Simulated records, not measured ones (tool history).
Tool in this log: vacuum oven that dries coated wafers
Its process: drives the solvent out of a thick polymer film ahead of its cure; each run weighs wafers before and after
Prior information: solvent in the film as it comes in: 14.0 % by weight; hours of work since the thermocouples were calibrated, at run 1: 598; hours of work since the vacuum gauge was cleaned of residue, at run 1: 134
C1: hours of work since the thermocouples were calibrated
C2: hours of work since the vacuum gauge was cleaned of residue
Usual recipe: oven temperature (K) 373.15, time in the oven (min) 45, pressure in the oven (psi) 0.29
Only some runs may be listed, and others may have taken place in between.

Run 1, day 0: usual settings; C1 598; C2 134. Result: solvent left in the film (%) 3.18.
Run 2, day 0.958: usual settings but pressure in the oven (psi) 0.428; C1 614; C2 149. Result: solvent left in the film (%) 3.88.
Run 3, day 1.508: usual settings but oven temperature (K) 364.15; C1 623; C2 158. Result: solvent left in the film (%) 5.39.
Run 4, day 2.342: usual settings but oven temperature (K) 364.15; C1 636; C2 172. Result: solvent left in the film (%) 5.35.
Run 5, day 3.008: usual settings but oven temperature (K) 364.15; C1 647; C2 183. Result: solvent left in the film (%) 5.45.
Run 6, day 3.854: usual settings but oven temperature (K) 364.15; C1 661; C2 197. Result: solvent left in the film (%) 5.34.
Run 7, day 4.525: usual settings but pressure in the oven (psi) 0.744; C1 672; C2 208. Result: solvent left in the film (%) 5.51.
Run 8, day 5.567: usual settings but pressure in the oven (psi) 0.487; C1 689; C2 225. Result: solvent left in the film (%) 4.23.
Run 9, day 6.042: usual settings but pressure in the oven (psi) 0.487; C1 697; C2 233. Result: solvent left in the film (%) 4.2.
Run 10, day 6.771: usual settings but pressure in the oven (psi) 0.487; C1 709; C2 244. Result: solvent left in the film (%) 4.18.
Run 11, day 7.783: usual settings but pressure in the oven (psi) 0.487; C1 725; C2 261. Result: solvent left in the film (%) 4.15.
Run 12, day 8.542: usual settings but pressure in the oven (psi) 0.487; C1 738; C2 273. Result: solvent left in the film (%) 4.22.
Run 13, day 9.617: usual settings but pressure in the oven (psi) 0.487; C1 755; C2 291. Result: solvent left in the film (%) 4.22.
At day 9.925: oven's thermocouples calibrated.
Run 14, day 10.529: usual settings but pressure in the oven (psi) 0.487; C1 10; C2 305. Result: solvent left in the film (%) 4.72.
Run 15, day 11.338: usual settings but oven temperature (K) 376.15, pressure in the oven (psi) 0.487; C1 23; C2 318. Result: solvent left in the film (%) 3.97.
Run 16, day 12.142: usual settings but oven temperature (K) 376.15, pressure in the oven (psi) 0.487; C1 36; C2 331. Result: solvent left in the film (%) 3.96.
Run 17, day 13.2: usual settings but oven temperature (K) 376.15, time in the oven (min) 51, pressure in the oven (psi) 0.487; C1 54; C2 348. Result: solvent left in the film (%) 3.75.
Run 18, day 13.783: usual settings but oven temperature (K) 376.15, time in the oven (min) 51, pressure in the oven (psi) 0.487; C1 63; C2 358. Result: solvent left in the film (%) 3.73.
Run 19, day 14.717: usual settings but oven temperature (K) 376.15, time in the oven (min) 51, pressure in the oven (psi) 0.487; C1 78; C2 373. Result: solvent left in the film (%) 3.68.
Run 20, day 15.696: usual settings but oven temperature (K) 376.15, time in the oven (min) 51, pressure in the oven (psi) 0.487; C1 95; C2 389. Result: solvent left in the film (%) 3.74.
Run 21, day 16.671: usual settings but time in the oven (min) 66; C1 110; C2 405. Result: solvent left in the film (%) 2.67.
Run 22, day 17.175: usual settings but time in the oven (min) 39; C1 119; C2 413. Result: solvent left in the film (%) 3.98.
Run 23, day 17.696: usual settings; C1 127; C2 422. Result: solvent left in the film (%) 3.6.
Run 24, day 18.333: usual settings; C1 138; C2 432. Result: solvent left in the film (%) 3.58.
Run 25, day 18.992: usual settings but oven temperature (K) 367.15, time in the oven (min) 35; C1 148; C2 443. Result: solvent left in the film (%) 5.98.
Run 26, day 19.9: usual settings but oven temperature (K) 387.15, time in the oven (min) 31, pressure in the oven (psi) 0.924; C1 163; C2 458. Result: solvent left in the film (%) 4.28.
Run 27, day 20.429: usual settings but oven temperature (K) 387.15, time in the oven (min) 31, pressure in the oven (psi) 0.924; C1 172; C2 467. Result: solvent left in the film (%) 4.37.

Expected results for the next run?
Run 28, day 21.008: usual settings but oven temperature (K) 387.15, time in the oven (min) 31, pressure in the oven (psi) 0.924; C1 181; C2 476. Result: solvent left in the film (%) ?.

solvent left in the film (%): 4.26
Had the tool carried no hidden state, the very same run would have given solvent left in the film (%) 4.14.
